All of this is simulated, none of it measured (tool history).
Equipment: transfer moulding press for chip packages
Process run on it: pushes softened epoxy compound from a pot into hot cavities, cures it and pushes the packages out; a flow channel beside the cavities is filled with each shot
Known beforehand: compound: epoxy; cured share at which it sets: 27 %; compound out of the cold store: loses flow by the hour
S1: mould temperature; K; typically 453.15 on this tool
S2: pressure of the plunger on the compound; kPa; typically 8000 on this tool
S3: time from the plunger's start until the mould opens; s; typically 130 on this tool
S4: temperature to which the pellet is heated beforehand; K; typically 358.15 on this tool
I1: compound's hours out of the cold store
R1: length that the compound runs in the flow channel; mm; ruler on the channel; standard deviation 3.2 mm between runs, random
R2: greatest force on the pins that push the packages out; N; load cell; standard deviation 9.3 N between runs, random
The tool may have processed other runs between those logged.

run	day	S1	S2	S3	S4	I1	R1	R2
1	0	453.15	8000	130	358.15	36.2	528	624
# day 1.3: cavities cleaned with cleaning compound and waxed
2	2.062	453.15	8000	130	358.15	27.8	559	472
3	4.442	453.15	8000	130	358.15	26.4	561	555
4	5.529	445.15	8000	130	358.15	10.6	657	1104
# day 7.383: cavities cleaned with cleaning compound and waxed
5	7.383	445.15	8000	167	358.15	29.1	570	435
# day 8.512: plunger's sealing rings changed
6	9.346	445.15	8000	167	358.15	11.9	670	578
7	11.662	458.15	8000	167	358.15	25.3	562	500
8	13.292	458.15	8000	167	358.15	39.8	510	541
# day 13.704: cavities cleaned with cleaning compound and waxed
9	15.129	453.15	8000	130	358.15	33.6	545	476
10	16.638	453.15	8000	130	350.15	46.3	494	534
11	17.946	453.15	8000	130	361.15	25.6	566	627
# day 19.904: cavities cleaned with cleaning compound and waxed
12	19.912	453.15	8000	130	361.15	25.9	563	420
13	21	453.15	8000	130	361.15	13.1	608	517
14	23.4	453.15	8000	130	361.15	27.3	549	597
15	24.65	446.15	8000	129	358.15	34.2	554	931
# day 26.058: cavities cleaned with cleaning compound and waxed
16	26.662	451.15	8710	125	351.15	27.2	577	540
17	28.308	451.15	8710	125	351.15	14.4	636	671
# day 29.183: plunger's sealing rings changed
18	30.296	453.15	8000	165	353.15	34.7	544	523
19	32.029	453.15	9780	165	367.15	9.8	708	573
# day 32.321: cavities cleaned with cleaning compound and waxed
20	34.412	453.15	8220	145	350.15	42.1	519	480

Forecast run 21:
21	35.529	453.15	8220	145	350.15	19.8	?	?

{"run 21": {"R1": 599, "R2": 526}}
Were there no unlogged condition in the tool, this run, its random variation unchanged, would have produced R1 609 mm, R2 383 N.

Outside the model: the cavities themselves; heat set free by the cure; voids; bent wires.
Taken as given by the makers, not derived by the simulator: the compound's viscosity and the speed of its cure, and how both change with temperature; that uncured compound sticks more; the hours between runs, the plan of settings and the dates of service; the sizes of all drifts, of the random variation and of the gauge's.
